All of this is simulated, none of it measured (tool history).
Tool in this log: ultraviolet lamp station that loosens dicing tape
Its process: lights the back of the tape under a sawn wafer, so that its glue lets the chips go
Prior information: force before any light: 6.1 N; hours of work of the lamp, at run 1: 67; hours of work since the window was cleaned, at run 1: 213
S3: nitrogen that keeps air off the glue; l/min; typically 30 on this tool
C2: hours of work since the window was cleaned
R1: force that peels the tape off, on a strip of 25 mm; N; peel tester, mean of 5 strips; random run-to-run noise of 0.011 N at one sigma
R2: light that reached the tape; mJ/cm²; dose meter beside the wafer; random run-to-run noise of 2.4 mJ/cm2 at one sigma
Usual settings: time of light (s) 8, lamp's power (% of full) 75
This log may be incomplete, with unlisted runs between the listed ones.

Run 1, hour 0: usual settings; hours of work of the lamp 67; C2 213. Result: R1 0.685 N, R2 223 mJ/cm².
Run 2, hour 7.6: usual settings; hours of work of the lamp 72; C2 219. Result: R1 0.685 N, R2 223 mJ/cm².
Run 3, hour 17.9: usual settings but S3 19 l/min; hours of work of the lamp 80; C2 227. Result: R1 0.863 N, R2 227 mJ/cm².
Run 4, hour 24.7: usual settings but S3 19 l/min; hours of work of the lamp 85; C2 232. Result: R1 0.913 N, R2 223 mJ/cm².
Run 5, hour 39.5: usual settings; hours of work of the lamp 96; C2 243. Result: R1 0.699 N, R2 219 mJ/cm².
Run 6, hour 54.2: usual settings; hours of work of the lamp 108; C2 254. Result: R1 0.726 N, R2 218 mJ/cm².
Run 7, hour 61.8: usual settings but lamp's power (% of full) 70; hours of work of the lamp 113; C2 260. Result: R1 0.831 N, R2 204 mJ/cm².
Run 8, hour 68.7: usual settings but lamp's power (% of full) 70; hours of work of the lamp 119; C2 265. Result: R1 0.86 N, R2 200 mJ/cm².
Run 9, hour 79: usual settings but S3 58 l/min; hours of work of the lamp 126; C2 273. Result: R1 0.549 N, R2 213 mJ/cm².
Run 10, hour 94.4: usual settings; hours of work of the lamp 138; C2 285. Result: R1 0.767 N, R2 209 mJ/cm².
Run 11, hour 110.1: usual settings; hours of work of the lamp 150; C2 297. Result: R1 0.779 N, R2 207 mJ/cm².
Run 12, hour 119.4: usual settings; hours of work of the lamp 157; C2 304. Result: R1 0.788 N, R2 213 mJ/cm².
Run 13, hour 127.2: usual settings; hours of work of the lamp 163; C2 310. Result: R1 0.811 N, R2 209 mJ/cm².
Run 14, hour 141.1: usual settings; hours of work of the lamp 173; C2 320. Result: R1 0.822 N, R2 208 mJ/cm².
At hour 142.4: window cleaned of glue's vapour.
Run 15, hour 153.2: usual settings but S3 10 l/min; hours of work of the lamp 182; C2 8. Result: R1 1.475 N, R2 202 mJ/cm².
Run 16, hour 160.6: usual settings but S3 10 l/min; hours of work of the lamp 188; C2 14. Result: R1 1.479 N, R2 200 mJ/cm².
At hour 168: window cleaned of glue's vapour, once more.
Run 17, hour 175.4: usual settings but time of light (s) 14; hours of work of the lamp 199; C2 6. Result: R1 0.203 N, R2 415 mJ/cm².
Run 18, hour 182.3: usual settings; hours of work of the lamp 204; C2 11. Result: R1 0.593 N, R2 237 mJ/cm².
Run 19, hour 193.7: usual settings; hours of work of the lamp 212; C2 19. Result: R1 0.627 N, R2 234 mJ/cm².
Run 20, hour 208.4: usual settings; hours of work of the lamp 223; C2 31. Result: R1 0.641 N, R2 240 mJ/cm².
Run 21, hour 216: usual settings; hours of work of the lamp 229; C2 36. Result: R1 0.641 N, R2 233 mJ/cm².
Run 22, hour 224.7: usual settings but S3 29 l/min; hours of work of the lamp 236; C2 43. Result: R1 0.689 N, R2 231 mJ/cm².
Run 23, hour 233.8: usual settings but S3 29 l/min; hours of work of the lamp 243; C2 50. Result: R1 0.682 N, R2 230 mJ/cm².
Run 24, hour 248.5: usual settings but time of light (s) 7, lamp's power (% of full) 98, S3 40 l/min; hours of work of the lamp 254; C2 61. Result: R1 0.435 N, R2 261 mJ/cm².
Run 25, hour 255.6: usual settings but time of light (s) 7, lamp's power (% of full) 89, S3 40 l/min; hours of work of the lamp 259; C2 66. Result: R1 0.52 N, R2 235 mJ/cm².
Run 26, hour 269.1: usual settings but lamp's power (% of full) 77; hours of work of the lamp 269; C2 77. Result: R1 0.633 N, R2 233 mJ/cm².
Run 27, hour 282.3: usual settings but time of light (s) 5, lamp's power (% of full) 86, S3 13 l/min; hours of work of the lamp 279; C2 87. Result: R1 1.792 N, R2 160 mJ/cm².
Run 28, hour 296.7: usual settings but time of light (s) 5, lamp's power (% of full) 86, S3 13 l/min; hours of work of the lamp 290; C2 97. Result: R1 1.755 N, R2 157 mJ/cm².
Run 29, hour 305.8: usual settings but lamp's power (% of full) 78, S3 44 l/min; hours of work of the lamp 297; C2 104. Result: R1 0.542 N, R2 229 mJ/cm².
Run 30, hour 317.3: usual settings but lamp's power (% of full) 78, S3 44 l/min; hours of work of the lamp 306; C2 113. Result: R1 0.558 N, R2 228 mJ/cm².
Run 31, hour 327.5: usual settings but time of light (s) 6, lamp's power (% of full) 82; hours of work of the lamp 314; C2 121. Result: R1 1.042 N, R2 181 mJ/cm².
Run 32, hour 341.7: usual settings but S3 58 l/min; hours of work of the lamp 324; C2 131. Result: R1 0.552 N, R2 214 mJ/cm².
Run 33, hour 357.7: usual settings but lamp's power (% of full) 95; hours of work of the lamp 336; C2 144. Result: R1 0.476 N, R2 273 mJ/cm².
Run 34, hour 371.7: usual settings but lamp's power (% of full) 95; hours of work of the lamp 347; C2 154. Result: R1 0.479 N, R2 267 mJ/cm².
Run 35, hour 381.1: usual settings but time of light (s) 6, lamp's power (% of full) 71, S3 13 l/min; hours of work of the lamp 354; C2 161. Result: R1 1.922 N, R2 148 mJ/cm².
Run 36, hour 394.6: usual settings but time of light (s) 6, lamp's power (% of full) 71, S3 13 l/min; hours of work of the lamp 364; C2 171. Result: R1 1.977 N, R2 148 mJ/cm².
Run 37, hour 407.3: usual settings but time of light (s) 6, lamp's power (% of full) 71, S3 13 l/min; hours of work of the lamp 374; C2 181. Result: R1 1.999 N, R2 146 mJ/cm².
Run 38, hour 421.7: usual settings but time of light (s) 5, lamp's power (% of full) 71, S3 13 l/min; hours of work of the lamp 385; C2 192. Result: R1 2.361 N, R2 121 mJ/cm².
Run 39, hour 429.4: usual settings but time of light (s) 6, lamp's power (% of full) 80, S3 17 l/min; hours of work of the lamp 391; C2 198. Result: R1 1.547 N, R2 166 mJ/cm².
Run 40, hour 437.7: usual settings but time of light (s) 6, lamp's power (% of full) 80, S3 17 l/min; hours of work of the lamp 397; C2 204. Result: R1 1.525 N, R2 164 mJ/cm².
Run 41, hour 449.8: usual settings but time of light (s) 6, lamp's power (% of full) 80, S3 17 l/min; hours of work of the lamp 406; C2 213. Result: R1 1.591 N, R2 164 mJ/cm².
Run 42, hour 461.3: usual settings but time of light (s) 6, lamp's power (% of full) 80, S3 17 l/min; hours of work of the lamp 415; C2 222. Result: R1 1.579 N, R2 161 mJ/cm².
Run 43, hour 469.9: usual settings but time of light (s) 6, lamp's power (% of full) 84, S3 52 l/min; hours of work of the lamp 421; C2 228. Result: R1 0.94 N, R2 169 mJ/cm².

Some steps in R1, run to run, broken into two amounts with sign: the step expected even without the hidden condition (settings, incoming material, random variation), and the rest, left for the hidden condition together with whatever gauge scatter is not in both the measured and the hidden-condition-free result:
Hidden state present: lamp's light, % of a new lamp's; light that the window lets through, % of a clean one's; drift of the gauge itself on peel_n, %; drift of the gauge itself on dose_mj_cm2, %.
Run 14 -> 15: S3 30 -> 10, window cleaned of glue's vapour. R1 +0.653 N: hidden state +0.179, all else +0.474.
Run 16 -> 17: time of light (s) 8 -> 14, S3 10 -> 30, window cleaned of glue's vapour, once more. R1 -1.276 N: hidden state -0.461, all else -0.815.
Run 28 -> 29: time of light (s) 5 -> 8, lamp's power (% of full) 86 -> 78, S3 13 -> 44. R1 -1.213 N: hidden state -0.167, all else -1.046.
Run 34 -> 35: time of light (s) 8 -> 6, lamp's power (% of full) 95 -> 71, S3 30 -> 13. R1 +1.443 N: hidden state +0.279, all else +1.164.

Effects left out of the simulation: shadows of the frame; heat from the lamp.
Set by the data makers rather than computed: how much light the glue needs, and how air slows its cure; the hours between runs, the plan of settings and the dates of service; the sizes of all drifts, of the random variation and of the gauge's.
